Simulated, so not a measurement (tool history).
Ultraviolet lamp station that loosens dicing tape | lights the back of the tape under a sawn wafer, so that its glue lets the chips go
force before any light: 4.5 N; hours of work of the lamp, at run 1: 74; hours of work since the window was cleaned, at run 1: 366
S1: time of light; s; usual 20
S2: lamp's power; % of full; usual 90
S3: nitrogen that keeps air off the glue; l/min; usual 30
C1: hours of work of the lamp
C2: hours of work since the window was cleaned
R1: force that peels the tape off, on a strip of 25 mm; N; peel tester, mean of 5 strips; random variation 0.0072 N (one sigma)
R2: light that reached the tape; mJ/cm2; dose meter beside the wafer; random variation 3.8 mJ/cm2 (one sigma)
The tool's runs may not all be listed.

run      day  S1  S2  S3    C1   C2     R1   R2
  1        0  20  90  30    74  366  0.261  633
       0.375  -- window cleaned of glue's vapour
  2    3.379  20  90  30   118   40  0.282  632
  3    6.404  20  90  30   158   80  0.263  634
  4    9.879  22  90  30   204  126  0.228  695
  5   12.325  20  90  30   237  158  0.254  632
  6     14.8  20  90  30   270  191   0.27  629
  7   16.925  20  90  30   298  219  0.252  638
  8   20.738  20  92  30   348  270   0.25  646
  9   23.792  20  90  30   389  310   0.26  633
 10   26.704  20  90  30   428  349  0.262  627
      28.575  -- window cleaned of glue's vapour
 11   29.212  19  90  30   461    8  0.294  598
 12   32.238  19  90  30   501   49  0.291  596
 13   36.133  20  90  32   552  100  0.253  621
 14   38.475  20  90  32   583  131   0.25  629
 15   41.888  20  71  30   629  176  0.403  496
 16   45.433  20  85  30   676  224  0.293  593
 17   48.588  20  85  37   717  265  0.274  590
 18   50.892  20  85  37   748  296  0.262  586
 19   53.067  20  85  37   777  325  0.253  586
 20   55.454  20  85  37   808  356  0.273  590
      56.629  -- window cleaned of glue's vapour
 21   57.292  20  90   9   833    9  0.526  624
 22     60.7  20  90   9   878   54  0.508  621
 23   64.112  17  94  12   923   99  0.551  546
 24   67.629  31  82  23   970  146  0.171  877
 25   70.958  31  75  23  1014  190  0.174  798
 26   74.629  12  75  53  1062  239  0.776  311
 27   76.908  12  74  16  1093  269  1.212  304
 28   79.921  25  90  47  1133  309  0.165  775
      81.729  -- gauge calibrated
 29   81.729  12  90  29  1156  333  0.685  382
 30    84.35  12  90  29  1191  368  0.698  375
      84.671  -- window cleaned of glue's vapour
 31   86.396  20  79  19  1218   23  0.435  555
 32   88.171  20  79  19  1242   46  0.423  556
 33   90.896  20  79  19  1278   83  0.429  556
 34     94.1  11  90  48  1320  125  0.658  349
 35   97.546  11  90  48  1366  171  0.663  346
 36   99.138  29  90   9  1387  192  0.251  920
 37  103.033  11  90  14  1439  243  1.111  346
 38  106.429  11  90  14  1484  288   1.08  351
 39  109.196  22  90  22  1520  325   0.25  686
 40  112.421  22  90  22  1563  368   0.25  683
     112.958  -- window cleaned of glue's vapour
 41  115.867  22  90  22  1609   39  0.258  688
 42  118.642  20  93  18  1645   75  0.317  649
 43  121.583  19  72  11  1684  114  0.764  475

How the hidden state differs across the entries between the runs, from the last listed run before each to the first after it:
Between runs 1 and 2: window cleaned of glue's vapour (day 0.375)
  light that the window lets through, % of a clean one's: 99.9 -> 100; drift of the gauge itself on dose_mj_cm2, %: 0 -> -0.12
  measured less the result without the state, R2: -1 -> -1 mJ/cm2
Between runs 10 and 11: window cleaned of glue's vapour (day 28.575)
  light that the window lets through, % of a clean one's: 99.9 -> 100; drift of the gauge itself on dose_mj_cm2, %: -0.97 -> -1.06
  measured less the result without the state, R2: -7 -> -7 mJ/cm2
Between runs 20 and 21: window cleaned of glue's vapour (day 56.629)
  light that the window lets through, % of a clean one's: 99.9 -> 100; drift of the gauge itself on dose_mj_cm2, %: -2.02 -> -2.08
  measured less the result without the state, R2: -13 -> -14 mJ/cm2
Between runs 28 and 29: gauge calibrated (day 81.729)
  drift of the gauge itself on dose_mj_cm2, %: -2.91 -> 0
  measured less the result without the state, R2: -25 -> -1 mJ/cm2
Between runs 30 and 31: window cleaned of glue's vapour (day 84.671)
  lamp's light, % of a new lamp's: 99.9 -> 99.8; light that the window lets through, % of a clean one's: 99.9 -> 100; drift of the gauge itself on dose_mj_cm2, %: -0.1 -> -0.17
  measured less the result without the state, R2: -1 -> -2 mJ/cm2
Between runs 40 and 41: window cleaned of glue's vapour (day 112.958)
  light that the window lets through, % of a clean one's: 99.9 -> 100; drift of the gauge itself on dose_mj_cm2, %: -1.12 -> -1.24
  measured less the result without the state, R2: -10 -> -10 mJ/cm2

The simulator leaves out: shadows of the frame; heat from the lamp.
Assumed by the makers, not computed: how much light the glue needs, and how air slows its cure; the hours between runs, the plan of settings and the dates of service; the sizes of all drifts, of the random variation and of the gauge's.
